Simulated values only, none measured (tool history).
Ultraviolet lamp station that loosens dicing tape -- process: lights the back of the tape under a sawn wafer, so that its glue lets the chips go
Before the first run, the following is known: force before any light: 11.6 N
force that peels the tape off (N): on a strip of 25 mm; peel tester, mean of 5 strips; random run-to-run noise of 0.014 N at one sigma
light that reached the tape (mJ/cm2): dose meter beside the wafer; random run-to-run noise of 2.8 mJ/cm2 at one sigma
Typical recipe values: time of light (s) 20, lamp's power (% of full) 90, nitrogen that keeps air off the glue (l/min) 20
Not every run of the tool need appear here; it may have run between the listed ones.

run     day  time of light (s)  lamp's power (% of full)  nitrogen that keeps air off the glue (l/min)  force that peels the tape off (N)  light that reached the tape (mJ/cm2)
  1   0.000                 20                        90                                            20                              1.142                                   308
  2   1.171                 20                        90                                            20                              1.133                                   309
  3   1.846                 20                        90                                            20                              1.173                                   310
  4   3.017                 20                        70                                            20                              1.894                                   240
  5   3.692                 20                        70                                            20                              1.939                                   241
  6   4.988                 20                        90                                             8                              2.264                                   305
  7   6.058                 20                        90                                             8                              2.287                                   302
  8   7.496                 20                        90                                             8                              2.307                                   296
  9   8.512                 20                        90                                             8                              2.372                                   299
 10   9.671                 20                        90                                             8                              2.423                                   291
 11  10.696                 20                        90                                            20                              1.241                                   297
 12  11.400                 20                        74                                            20                              1.818                                   237
 13  12.225                 23                        91                                            40                              0.578                                   336
     12.321  -- window cleaned of glue's vapour
 14  13.154                 20                        90                                            10                              2.069                                   287
 15  14.208                 34                        90                                             7                              0.960                                   481
 16  14.958                 34                        90                                             7                              0.955                                   482
 17  16.233                 30                        94                                            28                              0.345                                   443
 18  17.200                 37                        80                                            10                              0.793                                   461
 19  17.958                 37                        80                                            10                              0.854                                   453
     19.146  -- window cleaned of glue's vapour, once more
 20  19.167                 37                        80                                            10                              0.666                                   500
 21  20.117                 37                        80                                            10                              0.677                                   494
 22  21.054                 18                       100                                            10                              2.024                                   302

3 options for the next run, each taken on its own from the tool as it stands now. Forecast them:
  A  21.967                 12                        93                                            15                                  ?                                     ?
  B  21.967                 13                        90                                            20                                  ?                                     ?
  C  21.967                 18                        62                                            10                                  ?                                     ?

run  force that peels the tape off (N)  light that reached the tape (mJ/cm2)
  A                              3.258                                   185
  B                              2.675                                   194
  C                              3.921                                   183
With no hidden state in the tool, these same runs would have given:
run  force that peels the tape off (N)  light that reached the tape (mJ/cm2)
  A                              2.215                                   242
  B                              1.714                                   254
  C                              2.807                                   240

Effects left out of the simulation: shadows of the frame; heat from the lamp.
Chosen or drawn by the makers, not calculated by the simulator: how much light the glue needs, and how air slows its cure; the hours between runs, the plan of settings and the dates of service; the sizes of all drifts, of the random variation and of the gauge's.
